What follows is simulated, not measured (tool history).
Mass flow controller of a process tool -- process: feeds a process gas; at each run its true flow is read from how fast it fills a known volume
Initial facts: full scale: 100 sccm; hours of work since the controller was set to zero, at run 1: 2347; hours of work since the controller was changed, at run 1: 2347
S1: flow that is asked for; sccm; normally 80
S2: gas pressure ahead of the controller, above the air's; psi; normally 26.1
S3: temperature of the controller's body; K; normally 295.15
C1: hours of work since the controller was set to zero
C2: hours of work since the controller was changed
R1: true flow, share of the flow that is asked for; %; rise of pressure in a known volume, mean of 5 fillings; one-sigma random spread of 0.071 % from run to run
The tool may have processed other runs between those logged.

run	day	S1	S2	S3	C1	C2	R1
1	0	80	26.1	295.15	2347	2347	99.64
2	2.825	80	26.1	295.15	2388	2388	99.62
3	6.721	80	26.1	295.15	2444	2444	99.55
4	9.708	80	26.1	295.15	2487	2487	99.67
5	12.729	80	26.1	295.15	2530	2530	99.66
6	14.912	22	25.2	294.15	2561	2561	100.1
7	19.108	22	25.2	294.15	2622	2622	100.16
# day 19.321: controller's zero set anew
8	21.125	23	32.1	305.15	26	2650	101.83
9	23.246	32	26.1	295.15	56	2681	100.59
10	25.054	41	26.1	295.15	82	2707	100.25

How would selected steps in R1 from run to run divide? Give the signed amount a tool lacking its hidden state would still show from settings, what came in and random variation, and the signed amount left for the hidden state, including any gauge scatter that is not in both of the compared results.
Hidden conditions of the tool in this case: flow at rest that the sensor doesn't see, % of full scale; true flow over the shown one, %; drift of the gauge itself on true_pct, %.
Run 5 -> 6: S1 80 -> 22, S2 26.1 -> 25.2, S3 295.15 -> 294.15. R1 +0.44 %: hidden state +1.5, all else -1.06.
Run 7 -> 8: S1 22 -> 23, S2 25.2 -> 32.1, S3 294.15 -> 305.15, controller's zero set anew. R1 +1.67 %: hidden state +1.03, all else +0.64.
